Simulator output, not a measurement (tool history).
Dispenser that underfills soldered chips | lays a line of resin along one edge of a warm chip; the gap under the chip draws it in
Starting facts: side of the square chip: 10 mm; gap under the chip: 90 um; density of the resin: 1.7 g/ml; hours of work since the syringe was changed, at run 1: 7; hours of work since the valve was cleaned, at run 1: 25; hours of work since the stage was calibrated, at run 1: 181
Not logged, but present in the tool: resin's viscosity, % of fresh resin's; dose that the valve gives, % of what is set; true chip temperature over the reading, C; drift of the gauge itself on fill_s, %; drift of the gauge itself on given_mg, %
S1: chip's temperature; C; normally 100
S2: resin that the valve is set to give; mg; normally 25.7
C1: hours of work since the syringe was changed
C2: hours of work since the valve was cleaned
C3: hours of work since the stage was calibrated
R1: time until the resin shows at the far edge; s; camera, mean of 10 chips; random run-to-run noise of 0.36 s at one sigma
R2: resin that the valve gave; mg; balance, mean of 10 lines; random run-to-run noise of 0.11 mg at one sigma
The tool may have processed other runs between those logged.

{"run": 1, "hour": 0.0, "S1": 100, "S2": 25.7, "C1": 7, "C2": 25, "C3": 181, "R1": 26.5, "R2": 25.5}
{"hour": 3.6, "done": "new syringe of resin"}
{"run": 2, "hour": 7.3, "S1": 100, "S2": 25.7, "C1": 2, "C2": 30, "C3": 185, "R1": 20.7, "R2": 25.39}
{"run": 3, "hour": 13.4, "S1": 100, "S2": 25.7, "C1": 6, "C2": 34, "C3": 189, "R1": 26.3, "R2": 25.46}
{"hour": 18.2, "done": "new syringe of resin"}
{"run": 4, "hour": 19.5, "S1": 100, "S2": 25.7, "C1": 1, "C2": 37, "C3": 193, "R1": 20.0, "R2": 25.46}
{"run": 5, "hour": 25.3, "S1": 100, "S2": 25.7, "C1": 5, "C2": 41, "C3": 197, "R1": 24.2, "R2": 25.55}
{"run": 6, "hour": 31.1, "S1": 98, "S2": 25.7, "C1": 9, "C2": 45, "C3": 201, "R1": 31.4, "R2": 25.4}
{"hour": 32.2, "done": "new syringe of resin"}
{"run": 7, "hour": 36.3, "S1": 100, "S2": 27.1, "C1": 3, "C2": 48, "C3": 204, "R1": 22.4, "R2": 26.75}
{"run": 8, "hour": 43.5, "S1": 100, "S2": 25.7, "C1": 7, "C2": 53, "C3": 209, "R1": 27.5, "R2": 25.25}
{"hour": 46.6, "done": "new syringe of resin"}
{"run": 9, "hour": 49.5, "S1": 100, "S2": 25.7, "C1": 2, "C2": 57, "C3": 213, "R1": 20.1, "R2": 25.28}
{"run": 10, "hour": 54.5, "S1": 100, "S2": 25.7, "C1": 5, "C2": 60, "C3": 216, "R1": 24.6, "R2": 25.43}
{"hour": 60.8, "done": "new syringe of resin"}
{"run": 11, "hour": 61.8, "S1": 100, "S2": 25.7, "C1": 1, "C2": 65, "C3": 221, "R1": 19.7, "R2": 25.04}
{"run": 12, "hour": 65.5, "S1": 100, "S2": 25.7, "C1": 3, "C2": 67, "C3": 223, "R1": 22.4, "R2": 25.16}
{"run": 13, "hour": 69.5, "S1": 100, "S2": 25.7, "C1": 6, "C2": 70, "C3": 226, "R1": 25.3, "R2": 25.04}
{"hour": 75.1, "done": "new syringe of resin"}
{"run": 14, "hour": 76.5, "S1": 100, "S2": 25.7, "C1": 1, "C2": 74, "C3": 230, "R1": 20.2, "R2": 25.23}
{"hour": 78.2, "done": "dispensing valve cleaned and set on the balance"}
{"run": 15, "hour": 81.5, "S1": 100, "S2": 25.7, "C1": 4, "C2": 2, "C3": 233, "R1": 22.6, "R2": 25.63}
{"run": 16, "hour": 86.2, "S1": 108, "S2": 26.4, "C1": 7, "C2": 5, "C3": 236, "R1": 19.0, "R2": 26.38}
{"run": 17, "hour": 89.8, "S1": 101, "S2": 33.1, "C1": 9, "C2": 8, "C3": 238, "R1": 28.0, "R2": 32.84}
{"hour": 90.6, "done": "new syringe of resin"}
{"run": 18, "hour": 95.7, "S1": 92, "S2": 23.5, "C1": 3, "C2": 11, "C3": 242, "R1": 31.8, "R2": 23.54}
{"run": 19, "hour": 101.5, "S1": 98, "S2": 29.7, "C1": 7, "C2": 15, "C3": 246, "R1": 29.5, "R2": 29.52}
{"hour": 105.1, "done": "new syringe of resin"}
{"run": 20, "hour": 108.3, "S1": 110, "S2": 26.1, "C1": 2, "C2": 20, "C3": 250, "R1": 14.1, "R2": 25.9}
{"run": 21, "hour": 111.5, "S1": 104, "S2": 25.7, "C1": 4, "C2": 22, "C3": 252, "R1": 20.1, "R2": 25.53}
{"run": 22, "hour": 117.8, "S1": 100, "S2": 31.1, "C1": 8, "C2": 26, "C3": 257, "R1": 28.3, "R2": 31.04}
{"hour": 119.7, "done": "new syringe of resin"}
{"run": 23, "hour": 124.0, "S1": 86, "S2": 31.1, "C1": 3, "C2": 30, "C3": 261, "R1": 39.8, "R2": 30.82}
{"run": 24, "hour": 128.8, "S1": 101, "S2": 24.7, "C1": 6, "C2": 33, "C3": 264, "R1": 24.9, "R2": 24.56}
{"hour": 133.7, "done": "new syringe of resin"}
{"run": 25, "hour": 136.2, "S1": 101, "S2": 24.7, "C1": 2, "C2": 38, "C3": 268, "R1": 19.5, "R2": 24.5}
{"run": 26, "hour": 142.4, "S1": 103, "S2": 27.6, "C1": 6, "C2": 42, "C3": 273, "R1": 21.8, "R2": 27.18}
{"hour": 148.2, "done": "new syringe of resin"}
{"run": 27, "hour": 148.5, "S1": 88, "S2": 26.6, "C1": 0, "C2": 46, "C3": 276, "R1": 30.3, "R2": 26.12}
{"run": 28, "hour": 153.4, "S1": 101, "S2": 30.2, "C1": 3, "C2": 49, "C3": 280, "R1": 20.6, "R2": 29.56}
{"run": 29, "hour": 160.8, "S1": 100, "S2": 25.8, "C1": 8, "C2": 54, "C3": 285, "R1": 28.2, "R2": 25.48}
{"hour": 162.5, "done": "new syringe of resin"}
{"run": 30, "hour": 164.2, "S1": 92, "S2": 27.3, "C1": 1, "C2": 56, "C3": 287, "R1": 27.4, "R2": 26.75}

Hidden state or all else? Some run-to-run changes of R1, split into what the settings, what came in and random variation would give without the hidden state, and what is left for the hidden state (with any gauge scatter that isn't in both results):
Run 6 -> 7: S1 98 -> 100, S2 25.7 -> 27.1, new syringe of resin. R1 -9.0 s: hidden state -8.1, all else -0.9.
Run 19 -> 20: S1 98 -> 110, S2 29.7 -> 26.1, new syringe of resin. R1 -15.4 s: hidden state -7.5, all else -7.9.
Run 22 -> 23: S1 100 -> 86, new syringe of resin. R1 +11.5 s: hidden state -4.6, all else +16.1.
Run 23 -> 24: S1 86 -> 101, S2 31.1 -> 24.7. R1 -14.9 s: hidden state +1.7, all else -16.6.
Run 29 -> 30: S1 100 -> 92, S2 25.8 -> 27.3, new syringe of resin. R1 -0.8 s: hidden state -7.9, all else +7.1.

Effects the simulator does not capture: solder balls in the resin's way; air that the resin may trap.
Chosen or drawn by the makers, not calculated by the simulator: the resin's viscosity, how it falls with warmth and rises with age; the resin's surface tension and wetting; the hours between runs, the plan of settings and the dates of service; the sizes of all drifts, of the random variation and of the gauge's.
